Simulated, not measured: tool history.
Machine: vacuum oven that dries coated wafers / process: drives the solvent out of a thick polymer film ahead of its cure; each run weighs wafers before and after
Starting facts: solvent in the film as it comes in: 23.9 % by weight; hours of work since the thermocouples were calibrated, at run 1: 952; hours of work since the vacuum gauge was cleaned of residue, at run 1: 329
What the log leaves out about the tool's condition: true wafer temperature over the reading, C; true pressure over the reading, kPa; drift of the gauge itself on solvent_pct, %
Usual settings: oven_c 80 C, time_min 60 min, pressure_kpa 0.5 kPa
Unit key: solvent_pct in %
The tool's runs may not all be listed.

| run | hour | oven_c | time_min | pressure_kpa | hours of work since the thermocouples were calibrated | hours of work since the vacuum gauge was cleaned of residue | solvent_pct |
|---|---|---|---|---|---|---|---|
| 1 | 0 | 80 | 60 | 0.5 | 952 | 329 | 2.7 |
| 2 | 33 | 80 | 60 | 0.5 | 977 | 354 | 2.81 |
| 3 | 54.6 | 80 | 60 | 0.5 | 994 | 371 | 2.89 |
| 4 | 71.5 | 67 | 60 | 0.5 | 1007 | 384 | 8.36 |
| 5 | 101.3 | 67 | 60 | 0.5 | 1030 | 406 | 8.43 |
| 6 | 124.5 | 67 | 60 | 0.5 | 1048 | 424 | 8.65 |
| 7 | 148.1 | 67 | 60 | 0.5 | 1066 | 442 | 8.57 |
| 8 | 171.3 | 67 | 60 | 0.5 | 1083 | 460 | 8.49 |
| 9 | 201.2 | 80 | 60 | 0.5 | 1106 | 483 | 2.86 |
| 10 | 217.3 | 94 | 60 | 0.5 | 1119 | 495 | 0.36 |
| 11 | 253.2 | 80 | 60 | 0.5 | 1146 | 523 | 2.76 |
| 12 | 269.2 | 80 | 60 | 0.5 | 1159 | 535 | 2.75 |
| 13 | 305.4 | 80 | 60 | 0.5 | 1186 | 563 | 2.78 |
| 14 | 328.3 | 80 | 53 | 0.5 | 1204 | 581 | 3.42 |
| 15 | 353 | 80 | 53 | 0.5 | 1223 | 600 | 3.45 |
|  | 357.5 | vacuum gauge cleaned of residue and calibrated |
| 16 | 371.2 | 80 | 60 | 0.5 | 1236 | 11 | 2.85 |
| 17 | 390.5 | 80 | 60 | 0.5 | 1250 | 25 | 2.7 |
| 18 | 420.1 | 80 | 60 | 0.5 | 1273 | 48 | 2.8 |
| 19 | 440.2 | 80 | 60 | 0.273 | 1289 | 63 | 2.69 |
| 20 | 468.6 | 72 | 60 | 0.5 | 1310 | 85 | 6.02 |
| 21 | 485.1 | 80 | 60 | 0.5 | 1323 | 98 | 2.81 |
| 22 | 502 | 80 | 60 | 0.5 | 1336 | 111 | 2.73 |
| 23 | 518.5 | 80 | 60 | 0.5 | 1349 | 123 | 2.72 |
| 24 | 538 | 78 | 51 | 0.721 | 1364 | 138 | 4.49 |
|  | 555.6 | vacuum gauge cleaned of residue and calibrated, once more |
| 25 | 555.6 | 66 | 60 | 0.5 | 1376 | 0 | 8.87 |
| 26 | 575.4 | 83 | 104 | 0.551 | 1391 | 15 | 0.46 |
| 27 | 607.1 | 83 | 104 | 0.551 | 1415 | 39 | 0.46 |
| 28 | 640.3 | 86 | 67 | 0.631 | 1441 | 65 | 0.86 |
| 29 | 675.6 | 92 | 35 | 0.5 | 1468 | 92 | 1.68 |
| 30 | 712.5 | 80 | 82 | 0.5 | 1496 | 120 | 1.29 |
| 31 | 740.9 | 80 | 82 | 0.413 | 1518 | 142 | 1.32 |
| 32 | 756.3 | 80 | 82 | 0.413 | 1530 | 154 | 1.24 |
| 33 | 776.6 | 67 | 82 | 0.847 | 1545 | 170 | 5.96 |
| 34 | 804.5 | 80 | 56 | 1.576 | 1567 | 191 | 3.39 |
| 35 | 841.8 | 80 | 62 | 0.5 | 1595 | 220 | 2.36 |
| 36 | 868 | 93 | 61 | 0.502 | 1616 | 240 | 0.32 |
| 37 | 905.9 | 80 | 39 | 0.5 | 1645 | 269 | 5.02 |
| 38 | 939.2 | 66 | 100 | 0.397 | 1670 | 294 | 4.89 |
| 39 | 964.6 | 66 | 100 | 0.397 | 1690 | 314 | 4.87 |
| 40 | 998.1 | 76 | 85 | 1.033 | 1715 | 339 | 2.26 |
| 41 | 1031.1 | 80 | 51 | 0.5 | 1741 | 365 | 3.48 |
| 42 | 1051.7 | 66 | 51 | 0.5 | 1756 | 381 | 9.92 |
|  | 1070.7 | oven's thermocouples calibrated |
| 43 | 1078.5 | 78 | 51 | 0.751 | 6 | 400 | 5.25 |
| 44 | 1097.7 | 78 | 51 | 0.751 | 21 | 414 | 5.15 |
| 45 | 1133.7 | 69 | 60 | 0.737 | 48 | 442 | 8.28 |
| 46 | 1151.1 | 83 | 48 | 0.737 | 62 | 455 | 3.6 |

4 options for the next run, each taken on its own from the tool as it stands now. Forecast them:
| A | 1175.6 | 85 | 91 | 0.329 | 80 | 474 | ? |
| B | 1175.6 | 83 | 48 | 0.69 | 80 | 474 | ? |
| C | 1175.6 | 78 | 40 | 0.737 | 80 | 474 | ? |
| D | 1175.6 | 83 | 92 | 0.27 | 80 | 474 | ? |

| run | solvent_pct |
|---|---|
| A | 0.6 |
| B | 3.59 |
| C | 6.8 |
| D | 0.83 |
Take away the tool's hidden state, keep each run's random variation, and the runs would have read:
| run | solvent_pct |
|---|---|
| A | 0.56 |
| B | 3.53 |
| C | 6.73 |
| D | 0.78 |
